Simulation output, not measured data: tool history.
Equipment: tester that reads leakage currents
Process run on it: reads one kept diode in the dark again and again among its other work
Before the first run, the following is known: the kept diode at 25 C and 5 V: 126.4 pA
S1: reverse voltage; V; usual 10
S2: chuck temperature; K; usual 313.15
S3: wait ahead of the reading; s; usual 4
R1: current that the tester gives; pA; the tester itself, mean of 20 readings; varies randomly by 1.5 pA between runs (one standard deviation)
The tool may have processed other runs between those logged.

Run 1, hour 0: usual settings. Result: R1 516.86 pA.
Run 2, hour 64.7: usual settings. Result: R1 517.98 pA.
Run 3, hour 117.6: usual settings but S3 4.45 s. Result: R1 521.35 pA.
Run 4, hour 145.1: usual settings but S3 4.45 s. Result: R1 518.69 pA.
Run 5, hour 192.4: usual settings but S1 3.4 V. Result: R1 297.73 pA.
Run 6, hour 252: usual settings but S1 1.2 V. Result: R1 175.85 pA.
Run 7, hour 287.3: usual settings but S1 1.2 V. Result: R1 174.7 pA.
Run 8, hour 352.5: usual settings but S1 1.2 V, S2 329.15 K. Result: R1 473.48 pA.
Run 9, hour 414.7: usual settings. Result: R1 523.33 pA.
Run 10, hour 466.7: usual settings. Result: R1 524.92 pA.
Run 11, hour 511.1: usual settings. Result: R1 526.19 pA.
Run 12, hour 560.8: usual settings. Result: R1 527.41 pA.
Run 13, hour 593.5: usual settings. Result: R1 529.52 pA.
Run 14, hour 650.1: usual settings. Result: R1 530.25 pA.
Run 15, hour 699.7: usual settings but S1 2.3 V, S2 302.15 K, S3 5.91 s. Result: R1 118.23 pA.
Run 16, hour 735.3: usual settings but S1 2.3 V, S2 308.15 K, S3 5.91 s. Result: R1 178.28 pA.
Run 17, hour 769.5: usual settings but S1 14.7 V, S3 1.63 s. Result: R1 649 pA.
Run 18, hour 820.8: usual settings but S3 0.43 s. Result: R1 536.33 pA.
Run 19, hour 869.2: usual settings but S1 8.1 V, S2 314.15 K, S3 0.32 s. Result: R1 514.26 pA.
Run 20, hour 926.7: usual settings but S1 5.8 V, S2 310.15 K, S3 1.12 s. Result: R1 330.43 pA.
Run 21, hour 977.1: usual settings but S1 7.2 V. Result: R1 448.42 pA.
Run 22, hour 1028.7: usual settings but S1 2.6 V, S2 294.15 K, S3 0.58 s. Result: R1 73 pA.
Run 23, hour 1062.1: usual settings but S1 2.6 V, S2 302.15 K, S3 1.39 s. Result: R1 128.52 pA.
Run 24, hour 1109.2: usual settings but S1 1.1 V, S2 302.15 K, S3 0.37 s. Result: R1 82.65 pA.

Each row is a separate what-if for the run after 24, all from the same tool condition, not one after another. Results?
Run A, hour 1156.2: usual settings but S1 1.1 V, S2 305.15 K, S3 0.37 s. Result: R1 ?.
Run B, hour 1156.2: usual settings but S1 3.4 V, S3 1.04 s. Result: R1 ?.
Run C, hour 1156.2: usual settings but S1 17.4 V, S2 297.15 K, S3 4.82 s. Result: R1 ?.
Run D, hour 1156.2: usual settings but S1 15.4 V, S2 295.15 K, S3 0.71 s. Result: R1 ?.

run      R1
  A  101.57
  B  308.74
  C  241.07
  D  201.13
What these runs would have given with no unlogged condition in the tool:
run      R1
  A   95.79
  B  291.74
  C  224.62
  D  187.44
